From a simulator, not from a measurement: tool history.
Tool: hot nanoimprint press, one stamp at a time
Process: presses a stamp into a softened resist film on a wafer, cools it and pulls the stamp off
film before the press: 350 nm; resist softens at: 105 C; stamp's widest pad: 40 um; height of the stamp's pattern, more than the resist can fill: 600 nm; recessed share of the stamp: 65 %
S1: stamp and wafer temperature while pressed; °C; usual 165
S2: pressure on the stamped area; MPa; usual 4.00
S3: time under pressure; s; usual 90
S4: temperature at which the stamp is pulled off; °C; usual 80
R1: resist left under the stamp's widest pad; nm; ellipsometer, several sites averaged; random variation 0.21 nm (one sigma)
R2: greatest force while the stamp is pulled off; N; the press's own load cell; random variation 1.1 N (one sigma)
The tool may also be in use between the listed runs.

run   hour   S1    S2   S3  S4     R1   R2
  1    0.0  165  4.00   90  80  140.8  130
  2   71.6  165  4.00   90  80  141.0  131
     108.8  -- press's hydraulic seals changed and the load cell set to zero
  3  111.5  165  4.00   90  80  141.1  129
  4  159.2  167  4.00   90  80  128.5  131
  5  195.6  167  4.00   90  79  129.2  132
     251.7  -- plate thermocouple calibrated
  6  257.3  167  4.00   90  79  128.9  134
  7  321.8  167  4.00   90  79  128.6  133
  8  386.9  165  5.28  136  80  103.6  130
  9  456.7  174  5.28   78  80   87.7  133
     467.4  -- stamp cleaned and given a new release coat
 10  531.4  174  5.28   78  80   87.5  129
 11  595.7  165  3.27   74  86  165.7  117
 12  656.7  165  5.78   67  69  132.3  160
 13  722.4  165  5.78   67  69  132.9  161

5 ways to go on from here, each from the tool as it stands after run 13. What would each give?
  A  781.5  165  4.00   80  79   ?   ?
  B  781.5  168  4.69   67  71   ?   ?
  C  781.5  155  5.78   62  69   ?   ?
  D  781.5  165  5.78  136  77   ?   ?
  E  781.5  165  6.01   48  83   ?   ?

run     R1   R2
  A  147.1  135
  B  128.4  155
  C  211.2  161
  D   98.7  139
  E  147.9  121
Without the tool's hidden state the same runs would have given:
run     R1   R2
  A  147.8  134
  B  129.1  154
  C  212.2  161
  D   99.2  139
  E  148.6  121

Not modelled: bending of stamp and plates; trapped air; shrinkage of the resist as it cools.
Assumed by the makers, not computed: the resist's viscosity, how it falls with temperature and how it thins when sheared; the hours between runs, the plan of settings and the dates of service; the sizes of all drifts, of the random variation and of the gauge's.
